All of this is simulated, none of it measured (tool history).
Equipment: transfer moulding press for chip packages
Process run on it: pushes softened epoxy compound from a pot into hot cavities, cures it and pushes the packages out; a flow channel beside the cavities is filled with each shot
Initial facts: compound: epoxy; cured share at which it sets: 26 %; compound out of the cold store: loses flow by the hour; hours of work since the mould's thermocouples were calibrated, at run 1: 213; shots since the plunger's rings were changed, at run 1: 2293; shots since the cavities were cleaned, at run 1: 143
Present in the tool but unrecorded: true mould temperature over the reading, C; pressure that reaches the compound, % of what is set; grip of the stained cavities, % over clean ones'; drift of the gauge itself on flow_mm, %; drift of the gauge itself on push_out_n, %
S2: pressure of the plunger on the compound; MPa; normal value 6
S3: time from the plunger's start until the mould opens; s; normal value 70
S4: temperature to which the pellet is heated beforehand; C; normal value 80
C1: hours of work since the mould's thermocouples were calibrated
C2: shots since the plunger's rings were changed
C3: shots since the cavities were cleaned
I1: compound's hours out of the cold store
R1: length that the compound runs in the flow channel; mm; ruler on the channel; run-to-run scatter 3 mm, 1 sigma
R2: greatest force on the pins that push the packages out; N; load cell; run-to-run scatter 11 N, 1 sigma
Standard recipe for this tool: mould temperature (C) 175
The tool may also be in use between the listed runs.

{"run": 1, "hour": 0.0, "mould temperature (C)": 175, "S2": 6, "S3": 70, "S4": 80, "C1": 213, "C2": 2293, "C3": 143, "I1": 15.8, "R1": 840, "R2": 525}
{"run": 2, "hour": 5.6, "mould temperature (C)": 175, "S2": 6, "S3": 50, "S4": 80, "C1": 216, "C2": 2356, "C3": 206, "I1": 28.2, "R1": 815, "R2": 1220}
{"run": 3, "hour": 13.5, "mould temperature (C)": 175, "S2": 6, "S3": 50, "S4": 80, "C1": 220, "C2": 2447, "C3": 297, "I1": 36, "R1": 792, "R2": 1225}
{"run": 4, "hour": 20.6, "mould temperature (C)": 175, "S2": 6, "S3": 70, "S4": 80, "C1": 224, "C2": 2529, "C3": 379, "I1": 47.1, "R1": 770, "R2": 510}
{"run": 5, "hour": 28.4, "mould temperature (C)": 171, "S2": 6, "S3": 70, "S4": 80, "C1": 228, "C2": 2618, "C3": 468, "I1": 44, "R1": 788, "R2": 654}
{"run": 6, "hour": 37.3, "mould temperature (C)": 171, "S2": 6, "S3": 70, "S4": 80, "C1": 233, "C2": 2720, "C3": 570, "I1": 27, "R1": 824, "R2": 700}
{"hour": 41.6, "done": "cavities cleaned with cleaning compound and waxed"}
{"run": 7, "hour": 47.3, "mould temperature (C)": 175, "S2": 6, "S3": 70, "S4": 80, "C1": 238, "C2": 2818, "C3": 65, "I1": 19.4, "R1": 829, "R2": 519}
{"run": 8, "hour": 52.4, "mould temperature (C)": 175, "S2": 6, "S3": 70, "S4": 80, "C1": 240, "C2": 2876, "C3": 123, "I1": 26.8, "R1": 816, "R2": 500}
{"run": 9, "hour": 57.8, "mould temperature (C)": 175, "S2": 6.26, "S3": 70, "S4": 80, "C1": 243, "C2": 2938, "C3": 185, "I1": 26.5, "R1": 838, "R2": 518}
{"run": 10, "hour": 63.7, "mould temperature (C)": 175, "S2": 6.26, "S3": 70, "S4": 80, "C1": 246, "C2": 3006, "C3": 253, "I1": 39.5, "R1": 805, "R2": 497}
{"run": 11, "hour": 73.3, "mould temperature (C)": 175, "S2": 6.26, "S3": 70, "S4": 80, "C1": 252, "C2": 3115, "C3": 362, "I1": 44.1, "R1": 798, "R2": 513}
{"run": 12, "hour": 80.7, "mould temperature (C)": 175, "S2": 6.26, "S3": 70, "S4": 80, "C1": 256, "C2": 3200, "C3": 447, "I1": 13.1, "R1": 863, "R2": 530}
{"run": 13, "hour": 89.2, "mould temperature (C)": 175, "S2": 6.26, "S3": 70, "S4": 80, "C1": 260, "C2": 3299, "C3": 546, "I1": 12.6, "R1": 867, "R2": 530}
{"run": 14, "hour": 93.6, "mould temperature (C)": 175, "S2": 6.26, "S3": 70, "S4": 80, "C1": 263, "C2": 3348, "C3": 595, "I1": 39.3, "R1": 803, "R2": 488}
{"hour": 96.0, "done": "cavities cleaned with cleaning compound and waxed"}
{"run": 15, "hour": 104.0, "mould temperature (C)": 175, "S2": 6.26, "S3": 70, "S4": 80, "C1": 267, "C2": 3451, "C3": 92, "I1": 32.9, "R1": 824, "R2": 501}
{"run": 16, "hour": 114.1, "mould temperature (C)": 175, "S2": 6, "S3": 108, "S4": 77, "C1": 273, "C2": 3566, "C3": 207, "I1": 29.9, "R1": 805, "R2": 290}
{"run": 17, "hour": 120.0, "mould temperature (C)": 175, "S2": 6, "S3": 70, "S4": 81, "C1": 276, "C2": 3634, "C3": 275, "I1": 45, "R1": 776, "R2": 479}
{"run": 18, "hour": 128.5, "mould temperature (C)": 182, "S2": 5.99, "S3": 70, "S4": 81, "C1": 281, "C2": 3731, "C3": 372, "I1": 36.6, "R1": 780, "R2": 334}
{"run": 19, "hour": 136.5, "mould temperature (C)": 175, "S2": 4.73, "S3": 101, "S4": 80, "C1": 285, "C2": 3824, "C3": 465, "I1": 39.3, "R1": 699, "R2": 292}
{"run": 20, "hour": 144.4, "mould temperature (C)": 174, "S2": 4.73, "S3": 101, "S4": 87, "C1": 289, "C2": 3914, "C3": 555, "I1": 10.5, "R1": 752, "R2": 303}
{"hour": 150.8, "done": "cavities cleaned with cleaning compound and waxed"}
{"run": 21, "hour": 153.4, "mould temperature (C)": 179, "S2": 4.99, "S3": 72, "S4": 87, "C1": 293, "C2": 4000, "C3": 30, "I1": 44.2, "R1": 706, "R2": 356}
{"run": 22, "hour": 162.5, "mould temperature (C)": 168, "S2": 5.32, "S3": 67, "S4": 80, "C1": 298, "C2": 4104, "C3": 134, "I1": 11.4, "R1": 812, "R2": 967}
{"run": 23, "hour": 169.6, "mould temperature (C)": 168, "S2": 5.32, "S3": 68, "S4": 82, "C1": 302, "C2": 4185, "C3": 215, "I1": 43.9, "R1": 747, "R2": 850}
{"run": 24, "hour": 178.3, "mould temperature (C)": 175, "S2": 6, "S3": 70, "S4": 82, "C1": 307, "C2": 4285, "C3": 315, "I1": 21.1, "R1": 827, "R2": 527}
{"run": 25, "hour": 186.8, "mould temperature (C)": 174, "S2": 5.59, "S3": 70, "S4": 82, "C1": 311, "C2": 4383, "C3": 413, "I1": 21.9, "R1": 801, "R2": 563}
{"run": 26, "hour": 194.7, "mould temperature (C)": 174, "S2": 5.12, "S3": 69, "S4": 85, "C1": 316, "C2": 4473, "C3": 503, "I1": 36.2, "R1": 737, "R2": 537}
{"run": 27, "hour": 200.6, "mould temperature (C)": 174, "S2": 5.12, "S3": 69, "S4": 85, "C1": 319, "C2": 4541, "C3": 571, "I1": 37.2, "R1": 729, "R2": 528}
{"hour": 205.4, "done": "cavities cleaned with cleaning compound and waxed"}
{"run": 28, "hour": 211.0, "mould temperature (C)": 175, "S2": 6.17, "S3": 70, "S4": 72, "C1": 324, "C2": 4643, "C3": 64, "I1": 20.2, "R1": 837, "R2": 550}
{"run": 29, "hour": 217.0, "mould temperature (C)": 172, "S2": 6, "S3": 70, "S4": 81, "C1": 327, "C2": 4711, "C3": 132, "I1": 37.9, "R1": 794, "R2": 616}

4 options for the next run, each taken on its own from the tool as it stands now. Forecast them:
{"run": "A", "hour": 222.0, "mould temperature (C)": 169, "S2": 6, "S3": 70, "S4": 85, "C1": 330, "C2": 4769, "C3": 190, "I1": 47.2, "R1": "?", "R2": "?"}
{"run": "B", "hour": 222.0, "mould temperature (C)": 175, "S2": 6, "S3": 70, "S4": 74, "C1": 330, "C2": 4769, "C3": 190, "I1": 46.7, "R1": "?", "R2": "?"}
{"run": "C", "hour": 222.0, "mould temperature (C)": 181, "S2": 6, "S3": 105, "S4": 86, "C1": 330, "C2": 4769, "C3": 190, "I1": 21.6, "R1": "?", "R2": "?"}
{"run": "D", "hour": 222.0, "mould temperature (C)": 180, "S2": 6, "S3": 70, "S4": 81, "C1": 330, "C2": 4769, "C3": 190, "I1": 28.6, "R1": "?", "R2": "?"}

run=A R1=779 R2=720
run=B R1=774 R2=516
run=C R1=808 R2=281
run=D R1=802 R2=365
Had the tool no hidden state, the same runs would have come out as:
run=A R1=780 R2=716
run=B R1=775 R2=514
run=C R1=809 R2=280
run=D R1=803 R2=363
